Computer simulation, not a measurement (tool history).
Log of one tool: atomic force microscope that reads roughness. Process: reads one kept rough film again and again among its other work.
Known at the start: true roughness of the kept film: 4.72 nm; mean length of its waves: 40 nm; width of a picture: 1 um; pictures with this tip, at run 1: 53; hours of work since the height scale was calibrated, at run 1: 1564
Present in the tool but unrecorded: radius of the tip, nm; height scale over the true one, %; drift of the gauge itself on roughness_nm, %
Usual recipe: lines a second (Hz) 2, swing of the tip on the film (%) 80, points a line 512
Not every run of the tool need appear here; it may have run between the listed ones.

| run | hour | lines a second (Hz) | swing of the tip on the film (%) | points a line | pictures with this tip | hours of work since the height scale was calibrated | roughness of the kept film (nm (root mean square)) |
|---|---|---|---|---|---|---|---|
| 1 | 0 | 2 | 80 | 512 | 53 | 1564 | 3.574 |
| 2 | 59.2 | 2 | 80 | 512 | 156 | 1606 | 3.262 |
|  | 82.4 | new tip fitted |
| 3 | 89.2 | 2 | 80 | 336 | 12 | 1627 | 3.715 |
| 4 | 148.8 | 2 | 73 | 336 | 115 | 1669 | 3.573 |
|  | 195.1 | new tip fitted |
| 5 | 205.4 | 2 | 73 | 336 | 18 | 1709 | 3.883 |
| 6 | 278 | 2 | 80 | 512 | 144 | 1761 | 3.288 |
|  | 308.3 | new tip fitted |
| 7 | 333.2 | 2 | 80 | 512 | 43 | 1800 | 3.66 |
| 8 | 390.8 | 2 | 80 | 512 | 144 | 1841 | 3.301 |
|  | 420.3 | new tip fitted |
| 9 | 440.1 | 2 | 80 | 512 | 35 | 1876 | 3.621 |
| 10 | 497.6 | 2 | 80 | 512 | 135 | 1917 | 3.307 |
|  | 530.6 | new tip fitted |
| 11 | 545.6 | 2 | 80 | 512 | 27 | 1951 | 3.688 |
| 12 | 582.7 | 3.38 | 80 | 512 | 91 | 1977 | 3.128 |
| 13 | 623 | 1.54 | 70 | 299 | 161 | 2006 | 3.553 |
|  | 644.3 | new tip fitted |
| 14 | 685.5 | 1.54 | 65 | 700 | 71 | 2050 | 3.879 |
| 15 | 725.9 | 1.01 | 80 | 615 | 142 | 2079 | 3.527 |
|  | 757.9 | new tip fitted |
| 16 | 759.1 | 1.15 | 80 | 286 | 3 | 2102 | 4.029 |
| 17 | 797.1 | 2.61 | 65 | 373 | 69 | 2130 | 3.784 |
| 18 | 857.6 | 1.76 | 80 | 535 | 174 | 2173 | 3.258 |

Below are 3 alternative next runs, each starting from the tool's condition after run 18. Predict each:
|  | 867.6 | new tip fitted |
| A | 918.9 | 0.57 | 80 | 367 | 89 | 2216 | ? |
|  | 867.6 | new tip fitted |
| B | 918.9 | 1.37 | 80 | 535 | 89 | 2216 | ? |
|  | 867.6 | new tip fitted |
| C | 918.9 | 0.56 | 74 | 535 | 89 | 2216 | ? |

| run | roughness of the kept film (nm (root mean square)) |
|---|---|
| A | 3.889 |
| B | 3.623 |
| C | 3.923 |
Without the tool's hidden state the same runs would have given:
| run | roughness of the kept film (nm (root mean square)) |
|---|---|
| A | 4.228 |
| B | 3.938 |
| C | 4.265 |
